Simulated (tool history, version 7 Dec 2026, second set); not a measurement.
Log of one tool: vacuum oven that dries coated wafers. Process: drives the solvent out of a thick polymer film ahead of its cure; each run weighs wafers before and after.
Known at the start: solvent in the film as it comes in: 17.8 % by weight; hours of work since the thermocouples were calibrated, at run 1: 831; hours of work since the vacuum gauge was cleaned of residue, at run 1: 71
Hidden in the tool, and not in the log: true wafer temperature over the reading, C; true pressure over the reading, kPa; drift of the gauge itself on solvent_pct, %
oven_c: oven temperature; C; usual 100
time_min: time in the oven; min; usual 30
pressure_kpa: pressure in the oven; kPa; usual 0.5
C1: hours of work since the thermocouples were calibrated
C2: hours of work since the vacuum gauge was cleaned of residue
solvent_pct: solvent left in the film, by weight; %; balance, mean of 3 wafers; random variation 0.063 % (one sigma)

Run 1, hour 0: usual settings; C1 831; C2 71. Result: solvent_pct 4.41 %.
Run 2, hour 16.7: usual settings but time_min 19 min; C1 840; C2 80. Result: solvent_pct 6.71 %.
Run 3, hour 38.9: usual settings but oven_c 113 C; C1 852; C2 92. Result: solvent_pct 0.98 %.
Run 4, hour 67.3: usual settings but oven_c 89 C; C1 867; C2 107. Result: solvent_pct 8.36 %.
Run 5, hour 81.5: usual settings but oven_c 89 C; C1 875; C2 115. Result: solvent_pct 8.53 %.
Run 6, hour 101.2: usual settings but oven_c 89 C; C1 885; C2 125. Result: solvent_pct 8.53 %.
Run 7, hour 113: usual settings but oven_c 89 C; C1 892; C2 131. Result: solvent_pct 8.47 %.
Run 8, hour 132: usual settings but oven_c 89 C; C1 902; C2 142. Result: solvent_pct 8.59 %.
Run 9, hour 147.2: usual settings but oven_c 89 C; C1 910; C2 150. Result: solvent_pct 8.67 %.
Run 10, hour 160.9: usual settings but pressure_kpa 0.601 kPa; C1 917; C2 157. Result: solvent_pct 4.49 %.
Run 11, hour 172.5: usual settings but time_min 51 min; C1 923; C2 163. Result: solvent_pct 2.09 %.
Run 12, hour 197.2: usual settings but time_min 51 min; C1 937; C2 176. Result: solvent_pct 2.15 %.
Run 13, hour 225.7: usual settings but time_min 51 min; C1 952; C2 192. Result: solvent_pct 2.2 %.
Run 14, hour 240: usual settings but time_min 33 min; C1 959; C2 199. Result: solvent_pct 4 %.
At hour 242.9: vacuum gauge cleaned of residue and calibrated.
Run 15, hour 256.9: usual settings but oven_c 93 C, time_min 33 min; C1 968; C2 7. Result: solvent_pct 6.7 %.
Run 16, hour 274.7: usual settings but oven_c 93 C, time_min 33 min, pressure_kpa 0.926 kPa; C1 977; C2 17. Result: solvent_pct 7.13 %.
Run 17, hour 298: usual settings but time_min 24 min, pressure_kpa 0.318 kPa; C1 990; C2 29. Result: solvent_pct 5.67 %.
Run 18, hour 320.9: usual settings but time_min 24 min, pressure_kpa 0.318 kPa; C1 1002; C2 42. Result: solvent_pct 5.66 %.
At hour 326: vacuum gauge cleaned of residue and calibrated, once more.
Run 19, hour 348.8: usual settings but time_min 26 min, pressure_kpa 1.033 kPa; C1 1016; C2 12. Result: solvent_pct 5.64 %.
Run 20, hour 362.6: usual settings but oven_c 101 C, time_min 26 min, pressure_kpa 0.699 kPa; C1 1023; C2 20. Result: solvent_pct 5.07 %.
Run 21, hour 378: usual settings but pressure_kpa 1.249 kPa; C1 1032; C2 28. Result: solvent_pct 4.98 %.
Run 22, hour 406.7: usual settings but oven_c 98 C, time_min 25 min, pressure_kpa 0.859 kPa; C1 1047; C2 43. Result: solvent_pct 6.57 %.
Run 23, hour 433.2: usual settings but oven_c 98 C, time_min 25 min, pressure_kpa 0.859 kPa; C1 1061; C2 57. Result: solvent_pct 6.5 %.
Run 24, hour 455.9: usual settings but oven_c 109 C, pressure_kpa 0.34 kPa; C1 1073; C2 69. Result: solvent_pct 1.73 %.
Run 25, hour 477.3: usual settings but oven_c 104 C, pressure_kpa 1.091 kPa; C1 1085; C2 81. Result: solvent_pct 3.66 %.
Run 26, hour 492.6: usual settings but pressure_kpa 0.882 kPa; C1 1093; C2 89. Result: solvent_pct 4.92 %.
Run 27, hour 517.4: usual settings but pressure_kpa 0.257 kPa; C1 1106; C2 102. Result: solvent_pct 4.51 %.
Run 28, hour 540.3: usual settings but oven_c 89 C, pressure_kpa 0.875 kPa; C1 1118; C2 114. Result: solvent_pct 9.13 %.
Run 29, hour 563.3: usual settings but oven_c 104 C, time_min 32 min, pressure_kpa 0.49 kPa; C1 1131; C2 127. Result: solvent_pct 2.91 %.
Run 30, hour 577.1: usual settings but oven_c 109 C, time_min 15 min, pressure_kpa 0.326 kPa; C1 1138; C2 134. Result: solvent_pct 4.9 %.
Run 31, hour 602.5: usual settings but oven_c 89 C, time_min 15 min, pressure_kpa 1.52 kPa; C1 1152; C2 148. Result: solvent_pct 11.82 %.
Run 32, hour 623: usual settings but oven_c 89 C, time_min 15 min, pressure_kpa 1.52 kPa; C1 1163; C2 159. Result: solvent_pct 11.9 %.

Forecast each of these 3 alternatives for the next run:
Run A, hour 650.7: usual settings but oven_c 95 C, time_min 16 min, pressure_kpa 1.52 kPa; C1 1177; C2 173. Result: solvent_pct ?.
Run B, hour 650.7: usual settings but oven_c 103 C, time_min 36 min, pressure_kpa 0.604 kPa; C1 1177; C2 173. Result: solvent_pct ?.
Run C, hour 650.7: usual settings but time_min 24 min; C1 1177; C2 173. Result: solvent_pct ?.

run  solvent_pct
  A         10.1
  B         2.85
  C          5.9
Without the tool's hidden state the same runs would have given:
run  solvent_pct
  A         9.38
  B          2.2
  C         5.06
